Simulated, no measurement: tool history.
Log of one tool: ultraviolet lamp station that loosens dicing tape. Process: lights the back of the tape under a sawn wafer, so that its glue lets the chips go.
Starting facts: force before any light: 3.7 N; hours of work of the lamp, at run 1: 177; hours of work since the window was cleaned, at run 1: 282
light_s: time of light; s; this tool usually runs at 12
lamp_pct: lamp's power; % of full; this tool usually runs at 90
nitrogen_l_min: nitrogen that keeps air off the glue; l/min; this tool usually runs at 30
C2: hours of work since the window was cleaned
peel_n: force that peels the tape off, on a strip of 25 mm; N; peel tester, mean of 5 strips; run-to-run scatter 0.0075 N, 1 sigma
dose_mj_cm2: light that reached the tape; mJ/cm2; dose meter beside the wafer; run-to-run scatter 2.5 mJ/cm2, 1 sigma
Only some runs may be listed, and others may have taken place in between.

run 1 day=0 | light_s=12 lamp_pct=90 nitrogen_l_min=30 | hours_of_work_of_the_lamp=177 C2=282 | peel_n=0.309 dose_mj_cm2=266
run 2 day=0.617 | light_s=12 lamp_pct=90 nitrogen_l_min=30 | hours_of_work_of_the_lamp=186 C2=291 | peel_n=0.323 dose_mj_cm2=266
run 3 day=1.342 | light_s=12 lamp_pct=90 nitrogen_l_min=30 | hours_of_work_of_the_lamp=196 C2=302 | peel_n=0.315 dose_mj_cm2=263
run 4 day=2.2 | light_s=12 lamp_pct=63 nitrogen_l_min=30 | hours_of_work_of_the_lamp=209 C2=315 | peel_n=0.464 dose_mj_cm2=187
run 5 day=3.075 | light_s=12 lamp_pct=63 nitrogen_l_min=12 | hours_of_work_of_the_lamp=222 C2=327 | peel_n=0.735 dose_mj_cm2=180
run 6 day=4.104 | light_s=12 lamp_pct=63 nitrogen_l_min=12 | hours_of_work_of_the_lamp=237 C2=343 | peel_n=0.718 dose_mj_cm2=181
run 7 day=5.204 | light_s=21 lamp_pct=66 nitrogen_l_min=29 | hours_of_work_of_the_lamp=253 C2=359 | peel_n=0.267 dose_mj_cm2=327
run 8 day=6.208 | light_s=12 lamp_pct=87 nitrogen_l_min=30 | hours_of_work_of_the_lamp=268 C2=374 | peel_n=0.329 dose_mj_cm2=246
run 9 day=6.846 | light_s=7 lamp_pct=93 nitrogen_l_min=14 | hours_of_work_of_the_lamp=278 C2=383 | peel_n=0.856 dose_mj_cm2=155

Run 10 is up next; what results do you expect?
run 10 day=7.45 | light_s=7 lamp_pct=93 nitrogen_l_min=14 | hours_of_work_of_the_lamp=287 C2=392 | peel_n=? dose_mj_cm2=?

peel_n: 0.843 N
dose_mj_cm2: 148 mJ/cm2
Were there no unlogged condition in the tool, this run, its random variation unchanged, would have produced peel_n 0.65 N, dose_mj_cm2 181 mJ/cm2.

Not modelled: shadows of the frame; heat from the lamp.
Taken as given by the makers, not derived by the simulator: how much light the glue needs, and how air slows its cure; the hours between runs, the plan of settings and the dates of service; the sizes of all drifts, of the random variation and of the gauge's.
